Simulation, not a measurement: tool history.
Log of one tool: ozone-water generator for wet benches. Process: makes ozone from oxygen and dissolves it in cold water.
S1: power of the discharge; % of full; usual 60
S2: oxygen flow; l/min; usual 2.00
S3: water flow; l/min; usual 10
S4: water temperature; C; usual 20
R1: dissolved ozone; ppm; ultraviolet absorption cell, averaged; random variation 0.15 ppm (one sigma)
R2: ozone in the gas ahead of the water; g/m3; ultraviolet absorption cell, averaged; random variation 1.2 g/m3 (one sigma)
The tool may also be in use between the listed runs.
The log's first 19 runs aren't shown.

run	hour	S1	S2	S3	S4	R1	R2
20	778.8	42	2.99	10	26	12.5	140.8
21	806.5	44	2.00	10	20	14.3	179.9
22	847.8	46	1.29	7	20	20.2	234.9
23	882.0	46	2.25	15	20	9.6	173.1
24	935.6	48	2.00	10	20	15.2	189.7
25	997.7	60	2.00	10	14	18.6	215.6
26	1038.2	80	1.44	11	18	18.2	307.7
27	1074.6	60	1.91	7	20	24.0	224.2
28	1113.4	60	1.91	7	20	24.1	221.1
29	1172.2	60	1.46	11	17	15.4	256.0
30	1210.5	60	1.46	11	17	15.5	256.1
31	1254.8	60	2.76	15	20	11.3	181.7
32	1315.3	60	3.04	15	20	11.4	170.8
33	1376.9	64	2.08	10	20	17.6	218.3
34	1422.8	87	2.00	10	15	22.3	267.7

Forecast each of these 3 alternatives for the next run:
A	1478.8	51	2.20	10	15	?	?
B	1478.8	65	2.00	10	20	?	?
C	1478.8	83	1.40	6	15	?	?

run	R1	R2
A	16.6	185.2
B	17.8	225.4
C	34.9	319.1
Without the tool's hidden state the same runs would have given:
run	R1	R2
A	18.6	191.2
B	20.1	234.1
C	38.7	333.2
